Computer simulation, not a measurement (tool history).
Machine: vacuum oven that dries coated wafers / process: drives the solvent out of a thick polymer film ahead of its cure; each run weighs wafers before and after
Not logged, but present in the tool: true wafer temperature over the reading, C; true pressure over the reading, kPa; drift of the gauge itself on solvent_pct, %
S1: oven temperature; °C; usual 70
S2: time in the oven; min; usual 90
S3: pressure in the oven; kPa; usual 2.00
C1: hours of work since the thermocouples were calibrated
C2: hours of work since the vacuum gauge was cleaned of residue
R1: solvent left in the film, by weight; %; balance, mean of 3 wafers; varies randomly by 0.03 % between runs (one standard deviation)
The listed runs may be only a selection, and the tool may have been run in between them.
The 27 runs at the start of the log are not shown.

{"run": 28, "hour": 679.3, "S1": 70, "S2": 93, "S3": 2.0, "C1": 608, "C2": 42, "R1": 4.55}
{"hour": 706.7, "done": "vacuum gauge cleaned of residue and calibrated, once more"}
{"run": 29, "hour": 706.7, "S1": 57, "S2": 120, "S3": 2.01, "C1": 621, "C2": 0, "R1": 9.73}
{"run": 30, "hour": 744.7, "S1": 58, "S2": 68, "S3": 2.04, "C1": 641, "C2": 20, "R1": 12.54}
{"run": 31, "hour": 768.8, "S1": 61, "S2": 86, "S3": 1.23, "C1": 654, "C2": 32, "R1": 9.38}
{"run": 32, "hour": 789.1, "S1": 61, "S2": 86, "S3": 1.23, "C1": 664, "C2": 43, "R1": 9.54}
{"run": 33, "hour": 809.4, "S1": 70, "S2": 90, "S3": 7.01, "C1": 675, "C2": 53, "R1": 6.1}
{"run": 34, "hour": 830.0, "S1": 63, "S2": 46, "S3": 1.2, "C1": 685, "C2": 64, "R1": 12.41}
{"run": 35, "hour": 865.4, "S1": 69, "S2": 56, "S3": 3.46, "C1": 704, "C2": 83, "R1": 8.62}
{"run": 36, "hour": 900.1, "S1": 69, "S2": 56, "S3": 3.46, "C1": 722, "C2": 101, "R1": 8.7}
{"run": 37, "hour": 927.2, "S1": 69, "S2": 56, "S3": 3.46, "C1": 736, "C2": 115, "R1": 8.74}
{"run": 38, "hour": 943.2, "S1": 79, "S2": 81, "S3": 3.64, "C1": 744, "C2": 123, "R1": 2.2}
{"run": 39, "hour": 977.2, "S1": 70, "S2": 63, "S3": 2.09, "C1": 762, "C2": 141, "R1": 7.2}
{"run": 40, "hour": 1014.6, "S1": 70, "S2": 63, "S3": 2.09, "C1": 781, "C2": 160, "R1": 7.04}
{"hour": 1032.4, "done": "oven's thermocouples calibrated"}
{"run": 41, "hour": 1032.8, "S1": 58, "S2": 135, "S3": 1.69, "C1": 0, "C2": 169, "R1": 8.21}
{"run": 42, "hour": 1059.1, "S1": 56, "S2": 79, "S3": 1.9, "C1": 14, "C2": 182, "R1": 12.71}
{"run": 43, "hour": 1093.8, "S1": 56, "S2": 79, "S3": 1.9, "C1": 32, "C2": 200, "R1": 12.71}
{"run": 44, "hour": 1128.0, "S1": 56, "S2": 126, "S3": 5.67, "C1": 50, "C2": 218, "R1": 11.3}

Run 45, settings as shown, results not yet in. Your forecast:
{"run": 45, "hour": 1144.1, "S1": 71, "S2": 48, "S3": 2.39, "C1": 58, "C2": 226, "R1": "?"}

{"run 45": {"R1": 8.38}}
Minus the tool's unlogged condition, the same run would have read R1 8.21 %.

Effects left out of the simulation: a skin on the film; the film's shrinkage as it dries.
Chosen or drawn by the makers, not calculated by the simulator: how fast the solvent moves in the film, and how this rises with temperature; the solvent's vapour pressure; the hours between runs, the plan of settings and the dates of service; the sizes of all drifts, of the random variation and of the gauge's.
